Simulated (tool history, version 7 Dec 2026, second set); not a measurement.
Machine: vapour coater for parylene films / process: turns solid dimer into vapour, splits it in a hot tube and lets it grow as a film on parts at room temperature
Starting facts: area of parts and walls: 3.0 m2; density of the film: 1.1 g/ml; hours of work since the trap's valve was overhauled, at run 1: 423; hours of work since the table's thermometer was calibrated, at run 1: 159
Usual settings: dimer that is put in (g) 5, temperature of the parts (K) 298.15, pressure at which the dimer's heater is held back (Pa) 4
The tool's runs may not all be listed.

run    hour  dimer that is put in (g)  temperature of the parts (K)  pressure at which the dimer's heater is held back (Pa)  hours of work since the trap's valve was overhauled  hours of work since the table's thermometer was calibrated  thickness of the film (um)
  1       0                         5                        298.15                                                       4                                                  423                                                         159                        0.74
  2    35.3                         5                        303.15                                                       4                                                  450                                                         186                       0.603
  3    66.4                         5                        298.15                                                       4                                                  474                                                         210                       0.731
  4   122.1                         5                        298.15                                                       4                                                  517                                                         252                       0.721
        155  -- trap's valve overhauled
  5     157                         5                        298.15                                                       4                                                    2                                                         276                       0.818
  6   187.8                         5                        298.15                                                       4                                                   25                                                         299                       0.816
  7   249.5                         5                        298.15                                                    2.15                                                   72                                                         347                       0.865
  8   298.1                         5                        298.15                                                    2.15                                                  110                                                         384                       0.873
  9   349.9                         5                        298.15                                                    2.15                                                  149                                                         424                       0.863
 10   408.8                         5                        298.15                                                    2.23                                                  194                                                         469                       0.842
 11   448.9                         8                        298.15                                                    2.23                                                  225                                                         499                       1.346
 12   506.7                         5                        298.15                                                       4                                                  269                                                         544                       0.771
 13   534.3                         5                        298.15                                                       4                                                  291                                                         565                       0.764
 14   582.4                         5                        298.15                                                       4                                                  327                                                         602                       0.759
 15   631.6                         5                        298.15                                                   10.29                                                  365                                                         639                        0.67
 16   661.9                         5                        298.15                                                       4                                                  388                                                         663                       0.755
 17     699                         5                        298.15                                                       4                                                  417                                                         691                       0.752
 18     758                         5                        298.15                                                       4                                                  462                                                         736                       0.745
 19     793                         5                        298.15                                                       4                                                  489                                                         763                        0.73
 20   847.6                         5                        298.15                                                    3.04                                                  530                                                         805                       0.747
      861.4  -- trap's valve overhauled
 21   895.7                         5                        298.15                                                    3.04                                                   26                                                         839                       0.851
 22   925.8                         5                        298.15                                                       4                                                   49                                                         862                       0.816
 23   984.1                         5                        298.15                                                       4                                                   94                                                         906                       0.817
 24  1024.8                         5                        298.15                                                       4                                                  125                                                         938                       0.803
 25  1055.9                         5                        294.15                                                    7.35                                                  149                                                         961                       0.863
 26  1097.2                         9                        291.15                                                       4                                                  181                                                         993                        1.89
 27  1128.1                         5                        298.15                                                    2.08                                                  204                                                        1017                       0.857
 28  1162.3                         5                        298.15                                                    2.08                                                  230                                                        1043                       0.864
 29  1210.2                         3                        306.15                                                    3.72                                                  267                                                        1080                       0.345
 30  1247.7                         6                        307.15                                                    7.13                                                  296                                                        1108                       0.604
 31  1295.9                         6                        298.15                                                   10.61                                                  333                                                        1145                       0.816
 32  1363.1                         4                        308.15                                                       4                                                  384                                                        1197                       0.413
 33  1395.2                         4                        308.15                                                       4                                                  409                                                        1221                       0.402
 34  1422.9                         8                        302.15                                                   11.59                                                  430                                                        1242                       0.895
 35  1480.4                         8                        302.15                                                   11.59                                                  474                                                        1286                       0.889
 36  1537.7                         3                        298.15                                                    9.91                                                  518                                                        1330                       0.391
     1566.8  -- trap's valve overhauled
     1574.2  -- table's thermometer calibrated
 37  1591.6                         4                        300.15                                                    2.29                                                   18                                                          13                       0.635
 38  1623.8                         4                        300.15                                                    3.58                                                   43                                                          38                         0.6
 39  1687.5                         4                        300.15                                                    3.58                                                   92                                                          87                       0.595
 40    1730                         7                        293.15                                                    8.42                                                  124                                                         119                        1.22
 41  1760.7                         7                        297.15                                                    5.51                                                  148                                                         143                       1.099
 42  1800.1                         7                        297.15                                                    5.51                                                  178                                                         173                       1.082
 43  1857.8                         7                        297.15                                                    5.51                                                  222                                                         217                       1.082
 44    1895                         7                        297.15                                                    5.51                                                  251                                                         246                       1.074
 45  1941.5                         3                        310.15                                                    5.51                                                  286                                                         281                       0.275
 46  1986.1                         3                        310.15                                                    5.51                                                  320                                                         315                       0.272
 47  2040.9                         2                        293.15                                                    5.42                                                  362                                                         357                       0.353

Difference, measured minus no-hidden-state, one row per run. Run-to-run variation is common to both terms; the gauge's own scatter need not be:
What the log doesn't record here: vapour lost through the trap's worn valve, %; true temperature of the parts over the reading, C; drift of the gauge itself on film_um, %.
run  thickness of the film (um)
  1                      -0.073
  2                      -0.063
  3                      -0.081
  4                      -0.087
  5                      +0.005
  6                      +0.002
  7                      -0.007
  8                      -0.012
  9                      -0.019
 10                      -0.026
 11                       -0.05
 12                      -0.036
 13                      -0.039
 14                      -0.045
 15                      -0.045
 16                      -0.054
 17                      -0.059
 18                      -0.066
 19                      -0.071
 20                      -0.079
 21                      +0.011
 22                      +0.007
 23                          +0
 24                      -0.005
 25                      -0.009
 26                      -0.031
 27                      -0.019
 28                      -0.023
 29                      -0.012
 30                      -0.026
 31                      -0.041
 32                      -0.025
 33                      -0.027
 34                      -0.064
 35                      -0.072
 36                      -0.036
 37                      -0.004
 38                      -0.007
 39                      -0.013
 40                      -0.034
 41                      -0.035
 42                      -0.042
 43                      -0.052
 44                      -0.057
 45                      -0.017
 46                      -0.018
 47                      -0.027

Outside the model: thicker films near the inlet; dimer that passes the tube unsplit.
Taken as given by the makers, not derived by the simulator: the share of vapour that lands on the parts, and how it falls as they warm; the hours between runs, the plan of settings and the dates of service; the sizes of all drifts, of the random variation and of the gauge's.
